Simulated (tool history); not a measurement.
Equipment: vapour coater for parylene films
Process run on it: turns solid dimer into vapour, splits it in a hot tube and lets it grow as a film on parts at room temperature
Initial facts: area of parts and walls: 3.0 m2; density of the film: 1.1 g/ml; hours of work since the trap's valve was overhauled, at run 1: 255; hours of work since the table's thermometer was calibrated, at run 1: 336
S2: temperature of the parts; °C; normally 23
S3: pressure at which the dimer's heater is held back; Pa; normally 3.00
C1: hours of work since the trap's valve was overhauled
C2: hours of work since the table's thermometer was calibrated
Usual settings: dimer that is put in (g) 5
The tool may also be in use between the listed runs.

{"run": 1, "hour": 0.0, "dimer that is put in (g)": 5, "S2": 23, "S3": 3.0, "C1": 255, "C2": 336, "thickness of the film (nm)": 853}
{"run": 2, "hour": 50.0, "dimer that is put in (g)": 5, "S2": 23, "S3": 3.0, "C1": 293, "C2": 374, "thickness of the film (nm)": 853}
{"run": 3, "hour": 81.0, "dimer that is put in (g)": 5, "S2": 23, "S3": 3.0, "C1": 317, "C2": 398, "thickness of the film (nm)": 850}
{"run": 4, "hour": 107.3, "dimer that is put in (g)": 5, "S2": 23, "S3": 2.74, "C1": 337, "C2": 418, "thickness of the film (nm)": 849}
{"run": 5, "hour": 170.5, "dimer that is put in (g)": 5, "S2": 23, "S3": 2.74, "C1": 385, "C2": 466, "thickness of the film (nm)": 849}
{"run": 6, "hour": 199.0, "dimer that is put in (g)": 5, "S2": 23, "S3": 9.45, "C1": 407, "C2": 488, "thickness of the film (nm)": 729}
{"run": 7, "hour": 255.1, "dimer that is put in (g)": 5, "S2": 23, "S3": 9.45, "C1": 450, "C2": 530, "thickness of the film (nm)": 717}
{"run": 8, "hour": 315.6, "dimer that is put in (g)": 5, "S2": 23, "S3": 9.45, "C1": 496, "C2": 577, "thickness of the film (nm)": 720}
{"run": 9, "hour": 374.7, "dimer that is put in (g)": 5, "S2": 23, "S3": 4.54, "C1": 541, "C2": 622, "thickness of the film (nm)": 771}
{"run": 10, "hour": 433.1, "dimer that is put in (g)": 5, "S2": 23, "S3": 4.54, "C1": 585, "C2": 666, "thickness of the film (nm)": 771}
{"hour": 437.8, "done": "table's thermometer calibrated"}
{"hour": 470.9, "done": "trap's valve overhauled"}
{"run": 11, "hour": 491.8, "dimer that is put in (g)": 5, "S2": 34, "S3": 3.0, "C1": 16, "C2": 38, "thickness of the film (nm)": 558}
{"run": 12, "hour": 521.6, "dimer that is put in (g)": 5, "S2": 34, "S3": 3.0, "C1": 39, "C2": 61, "thickness of the film (nm)": 552}
{"run": 13, "hour": 555.8, "dimer that is put in (g)": 5, "S2": 34, "S3": 3.0, "C1": 65, "C2": 87, "thickness of the film (nm)": 541}
{"run": 14, "hour": 586.7, "dimer that is put in (g)": 4, "S2": 23, "S3": 3.0, "C1": 88, "C2": 110, "thickness of the film (nm)": 674}
{"run": 15, "hour": 618.3, "dimer that is put in (g)": 5, "S2": 23, "S3": 3.0, "C1": 112, "C2": 134, "thickness of the film (nm)": 837}
{"run": 16, "hour": 682.5, "dimer that is put in (g)": 5, "S2": 23, "S3": 3.0, "C1": 161, "C2": 183, "thickness of the film (nm)": 817}
{"run": 17, "hour": 723.4, "dimer that is put in (g)": 6, "S2": 23, "S3": 3.34, "C1": 192, "C2": 214, "thickness of the film (nm)": 982}
{"run": 18, "hour": 761.2, "dimer that is put in (g)": 6, "S2": 23, "S3": 3.34, "C1": 221, "C2": 243, "thickness of the film (nm)": 981}
{"hour": 816.9, "done": "table's thermometer calibrated, once more"}
{"run": 19, "hour": 827.3, "dimer that is put in (g)": 3, "S2": 23, "S3": 3.34, "C1": 271, "C2": 8, "thickness of the film (nm)": 524}
{"run": 20, "hour": 869.6, "dimer that is put in (g)": 5, "S2": 23, "S3": 6.25, "C1": 303, "C2": 40, "thickness of the film (nm)": 811}
{"run": 21, "hour": 898.8, "dimer that is put in (g)": 5, "S2": 23, "S3": 6.25, "C1": 325, "C2": 62, "thickness of the film (nm)": 799}
{"run": 22, "hour": 953.9, "dimer that is put in (g)": 5, "S2": 23, "S3": 6.25, "C1": 367, "C2": 104, "thickness of the film (nm)": 787}
{"run": 23, "hour": 1010.4, "dimer that is put in (g)": 5, "S2": 23, "S3": 6.25, "C1": 410, "C2": 147, "thickness of the film (nm)": 780}
{"run": 24, "hour": 1049.0, "dimer that is put in (g)": 3, "S2": 17, "S3": 9.13, "C1": 439, "C2": 177, "thickness of the film (nm)": 567}
{"run": 25, "hour": 1079.3, "dimer that is put in (g)": 3, "S2": 17, "S3": 8.17, "C1": 463, "C2": 200, "thickness of the film (nm)": 570}
{"run": 26, "hour": 1135.2, "dimer that is put in (g)": 5, "S2": 22, "S3": 3.0, "C1": 505, "C2": 242, "thickness of the film (nm)": 893}
{"run": 27, "hour": 1191.4, "dimer that is put in (g)": 6, "S2": 23, "S3": 7.34, "C1": 548, "C2": 285, "thickness of the film (nm)": 901}
{"run": 28, "hour": 1245.1, "dimer that is put in (g)": 3, "S2": 17, "S3": 2.08, "C1": 589, "C2": 326, "thickness of the film (nm)": 654}
{"hour": 1277.9, "done": "trap's valve overhauled"}
{"run": 29, "hour": 1308.4, "dimer that is put in (g)": 3, "S2": 22, "S3": 9.24, "C1": 23, "C2": 371, "thickness of the film (nm)": 479}
{"run": 30, "hour": 1347.1, "dimer that is put in (g)": 7, "S2": 23, "S3": 3.6, "C1": 53, "C2": 401, "thickness of the film (nm)": 1204}
{"run": 31, "hour": 1398.8, "dimer that is put in (g)": 5, "S2": 23, "S3": 8.22, "C1": 92, "C2": 440, "thickness of the film (nm)": 772}

4 ways to go on from here, each from the tool as it stands after run 31. What would each give?
{"run": "A", "hour": 1449.6, "dimer that is put in (g)": 8, "S2": 20, "S3": 4.17, "C1": 131, "C2": 479, "thickness of the film (nm)": "?"}
{"run": "B", "hour": 1449.6, "dimer that is put in (g)": 8, "S2": 23, "S3": 11.14, "C1": 131, "C2": 479, "thickness of the film (nm)": "?"}
{"run": "C", "hour": 1449.6, "dimer that is put in (g)": 7, "S2": 20, "S3": 2.39, "C1": 131, "C2": 479, "thickness of the film (nm)": "?"}
{"run": "D", "hour": 1449.6, "dimer that is put in (g)": 5, "S2": 29, "S3": 2.17, "C1": 131, "C2": 479, "thickness of the film (nm)": "?"}

run=A thickness_of_the_film_(nm)=1492
run=B thickness_of_the_film_(nm)=1184
run=C thickness_of_the_film_(nm)=1406
run=D thickness_of_the_film_(nm)=707
The same runs, with their run-to-run variation unchanged, on a tool lacking any hidden condition would have given:
run=A thickness_of_the_film_(nm)=1562
run=B thickness_of_the_film_(nm)=1239
run=C thickness_of_the_film_(nm)=1472
run=D thickness_of_the_film_(nm)=740
